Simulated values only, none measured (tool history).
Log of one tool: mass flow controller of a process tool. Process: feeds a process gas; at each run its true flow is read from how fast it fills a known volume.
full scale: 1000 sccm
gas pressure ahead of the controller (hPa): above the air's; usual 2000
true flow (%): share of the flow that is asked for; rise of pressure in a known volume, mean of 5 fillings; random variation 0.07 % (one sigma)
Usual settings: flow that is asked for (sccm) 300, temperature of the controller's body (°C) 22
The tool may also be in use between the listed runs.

run    hour  flow that is asked for (sccm)  gas pressure ahead of the controller (hPa)  temperature of the controller's body (°C)  true flow (%)
  1       0                            300                                        2000                                         22          98.01
  2    97.4                            300                                        2000                                         22          98.07
  3   158.9                            300                                        1650                                         22          97.67
  4   220.5                            300                                        1650                                         22          97.61
  5   306.3                            300                                        2000                                         22          97.87
  6   377.1                            300                                        2000                                         22          97.95
  7   524.1                            300                                        2000                                         22          97.76
  8   673.2                            300                                        2030                                         22          97.65
  9   815.3                            300                                        2030                                         22          97.62
 10   897.4                            300                                        1480                                         22          97.13
 11  1035.8                            516                                        2000                                         22           98.5
 12  1180.7                            300                                        2000                                         22          97.51
 13    1324                            300                                        2000                                         39          98.25
 14  1452.1                            300                                        2000                                         39          98.18
 15  1552.5                            300                                        2000                                         39          98.12
 16  1614.7                            300                                        2000                                         39          97.99
 17  1760.7                            300                                        2000                                         22          97.15
 18    1850                            310                                        2000                                         22          97.19
 19  1947.2                            300                                        2000                                         28          97.47
 20  2023.7                            300                                        2000                                         28          97.35
 21  2091.3                            300                                        2000                                         28          97.17
 22  2187.3                            300                                        2000                                         28          97.33
 23  2295.7                            300                                        1450                                         28          96.73
 24  2412.3                            300                                        1650                                         22          96.52
 25  2530.2                            300                                        2260                                         24          97.02

Forecast run 26:
 26  2596.7                            295                                        1590                                         20              ?

true flow (%): 96.48
Without the tool's hidden state the same run would have given true flow (%) 98.75.
